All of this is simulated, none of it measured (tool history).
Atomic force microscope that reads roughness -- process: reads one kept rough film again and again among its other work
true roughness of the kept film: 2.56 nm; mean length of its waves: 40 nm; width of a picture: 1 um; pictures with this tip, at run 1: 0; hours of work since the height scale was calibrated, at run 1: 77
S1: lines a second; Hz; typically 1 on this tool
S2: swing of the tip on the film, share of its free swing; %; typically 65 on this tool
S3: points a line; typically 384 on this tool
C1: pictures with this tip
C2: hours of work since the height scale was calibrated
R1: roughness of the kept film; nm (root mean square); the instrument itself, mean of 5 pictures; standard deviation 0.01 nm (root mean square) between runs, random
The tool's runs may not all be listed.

run 1 day=0 | S1=1 S2=65 S3=384 | C1=0 C2=77 | R1=2.299
run 2 day=0.871 | S1=1 S2=79 S3=384 | C1=23 C2=87 | R1=2.15
run 3 day=1.258 | S1=1 S2=67 S3=384 | C1=33 C2=92 | R1=2.182
run 4 day=1.671 | S1=1 S2=67 S3=384 | C1=44 C2=97 | R1=2.164
run 5 day=2.412 | S1=1 S2=67 S3=384 | C1=63 C2=106 | R1=2.126
-- day=2.508 height scale calibrated on a step standard
run 6 day=3.2 | S1=1 S2=67 S3=384 | C1=83 C2=8 | R1=2.075
run 7 day=3.95 | S1=1 S2=67 S3=384 | C1=102 C2=17 | R1=2.034
run 8 day=4.671 | S1=1 S2=67 S3=384 | C1=121 C2=26 | R1=2.013
run 9 day=5.288 | S1=1.38 S2=68 S3=703 | C1=137 C2=33 | R1=1.928
run 10 day=5.796 | S1=1.63 S2=65 S3=384 | C1=151 C2=40 | R1=1.903

Estimate the outcome of run 11 from the log above:
run 11 day=6.646 | S1=1.63 S2=65 S3=366 | C1=173 C2=50 | R1=?

Run 11 yielded R1 1.86 nm (root mean square).
The same run, on a tool lacking any hidden state, would have yielded R1 2.239 nm (root mean square).
